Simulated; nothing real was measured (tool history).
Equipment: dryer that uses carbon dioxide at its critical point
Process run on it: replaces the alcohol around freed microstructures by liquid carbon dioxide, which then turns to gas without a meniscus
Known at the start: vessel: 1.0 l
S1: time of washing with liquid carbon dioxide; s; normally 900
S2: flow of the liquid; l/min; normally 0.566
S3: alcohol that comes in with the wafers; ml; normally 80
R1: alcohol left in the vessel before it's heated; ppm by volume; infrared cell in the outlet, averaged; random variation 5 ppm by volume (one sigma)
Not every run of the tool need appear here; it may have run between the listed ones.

run	hour	S1	S2	S3	R1
1	0	900	0.566	80	100
2	22.4	900	0.566	89	105
3	42.7	900	0.566	89	111
# hour 54.4: purifier's bed changed
4	70.9	900	0.566	89	38
5	103.6	900	0.435	80	224
6	137.9	900	0.566	80	41
7	165.4	540	0.566	80	770
8	184	540	0.566	80	781
9	214.7	900	0.566	80	61
10	243.5	900	0.566	55	43
11	266.3	900	0.566	43	43
12	295.4	900	0.566	44	48
13	314.6	900	0.566	44	45
14	330	900	0.566	44	56
15	348	900	0.616	80	42
16	373.6	900	0.616	80	50
17	402.6	660	0.641	50	115
18	426.8	660	0.641	50	118
19	455.4	1200	0.751	50	21
20	483.6	1200	0.838	22	33
21	501.5	900	0.566	87	76
22	523.9	600	0.566	80	628
23	557.6	660	0.426	80	1561
24	589.4	1020	0.383	80	373
25	618	900	0.566	36	72
26	647.2	900	0.407	36	263
27	678.4	900	0.407	36	268
# hour 698.1: inlet filter changed
28	709.3	900	0.407	36	162
29	734.4	900	0.697	34	44
30	759.3	900	0.6	99	71
31	774.9	900	0.6	99	71

Here are 5 independent what-if runs from the current tool condition. What would each one return?
A	805.2	900	0.813	99	?
B	805.2	600	0.656	105	?
C	805.2	900	0.757	80	?
D	805.2	1020	0.6	31	?
E	805.2	1380	0.449	58	?

run	R1
A	61
B	266
C	49
D	54
E	45
Without the tool's unlogged condition, the same runs would have read:
run	R1
A	16
B	195
C	4
D	10
E	0

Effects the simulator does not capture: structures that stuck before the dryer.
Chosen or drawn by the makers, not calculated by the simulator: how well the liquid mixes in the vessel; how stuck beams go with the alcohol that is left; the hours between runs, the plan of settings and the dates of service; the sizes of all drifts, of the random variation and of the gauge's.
